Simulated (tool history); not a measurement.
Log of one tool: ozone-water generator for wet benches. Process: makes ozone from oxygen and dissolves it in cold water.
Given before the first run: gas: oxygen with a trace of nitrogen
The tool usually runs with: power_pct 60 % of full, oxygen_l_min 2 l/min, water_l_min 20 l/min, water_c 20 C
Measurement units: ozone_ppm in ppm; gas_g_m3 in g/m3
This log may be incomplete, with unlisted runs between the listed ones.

run,hour,power_pct,oxygen_l_min,water_l_min,water_c,ozone_ppm,gas_g_m3
1,0,60,2,20,20,8.7,197.3
2,216.2,60,2,20,20,8.8,195.5
3,435.5,60,2,20,20,8.7,195.8
4,634.5,60,2,20,20,8.8,194.2
5,739.1,60,2,20,20,8.5,194.6
6,840.3,60,2,20,20,8.5,192.8
7,1056.9,60,2,20,20,8.5,190.4
8,1259,60,2,20,20,8.6,192.7
9,1475.4,60,2,20,20,8.5,190.8
10,1644.7,60,2,27,20,5.9,189.4
11,1859.5,60,2,20,20,8.4,189
12,1981,60,2,20,20,8.3,189.9
13,2152.7,60,2,20,20,8.2,188.4
14,2316.6,60,2,20,20,8.1,187.5
15,2440.9,60,2,20,20,8.1,188.5
# hour 2653.1: water thermometer calibrated
16,2660.9,60,2,20,20,8.2,188.9
17,2841.8,60,2,20,20,8.1,185.8
# hour 2939.5: contactor cleaned
18,2981.9,43,2,20,18,7.4,155.8
19,3122.1,50,1.29,30,20,3.9,210.2
20,3222,48,2,20,25,7.1,165.5
21,3402.4,48,2,20,25,7.1,163.6
22,3510.7,45,2,20,15,7.5,161.3
23,3658,41,2,19,20,7.4,151.5
24,3878.7,59,3.4,15,13,13.1,136.7
25,4051.8,59,3.4,15,13,13.1,137.9
26,4245.7,70,1.3,17,25,9.1,241.4

What does the tool deliver on the next run?
27,4431.6,60,3.46,13,21,?,?

Run 27 gave ozone_ppm 13.2 ppm, gas_g_m3 135.6 g/m3.
Had the tool carried no hidden state, the very same run would have given ozone_ppm 15.1 ppm, gas_g_m3 152.8 g/m3.
